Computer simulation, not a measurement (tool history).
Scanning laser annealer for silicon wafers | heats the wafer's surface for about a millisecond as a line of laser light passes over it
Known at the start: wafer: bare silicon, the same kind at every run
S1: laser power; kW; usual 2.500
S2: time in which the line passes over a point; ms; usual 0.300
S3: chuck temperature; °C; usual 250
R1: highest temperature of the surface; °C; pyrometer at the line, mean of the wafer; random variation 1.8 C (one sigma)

run,hour,S1,S2,S3,R1
1,0.0,2.500,0.300,250,978
2,22.5,2.500,0.300,250,974
3,39.5,2.500,0.300,250,974
4,50.4,2.500,0.253,250,915
5,71.5,2.500,0.253,250,910
6,93.4,2.460,0.300,250,952
7,103.4,2.460,0.300,250,959
8,121.5,2.460,0.300,250,952
9,137.1,2.460,0.300,250,952
# hour 141.4: laser's power meter calibrated
10,154.2,2.460,0.300,250,953
11,168.8,2.460,0.300,250,955
12,187.3,2.460,0.300,250,951
# hour 201.9: laser's power meter calibrated, once more
13,204.7,2.185,0.300,250,846
14,220.0,2.400,0.242,287,890

The next listed run, before its measurement:
15,240.2,2.313,0.372,232,?

{"run 15": {"R1": 950}}
Without the tool's hidden state the same run would have given R1 985 °C.
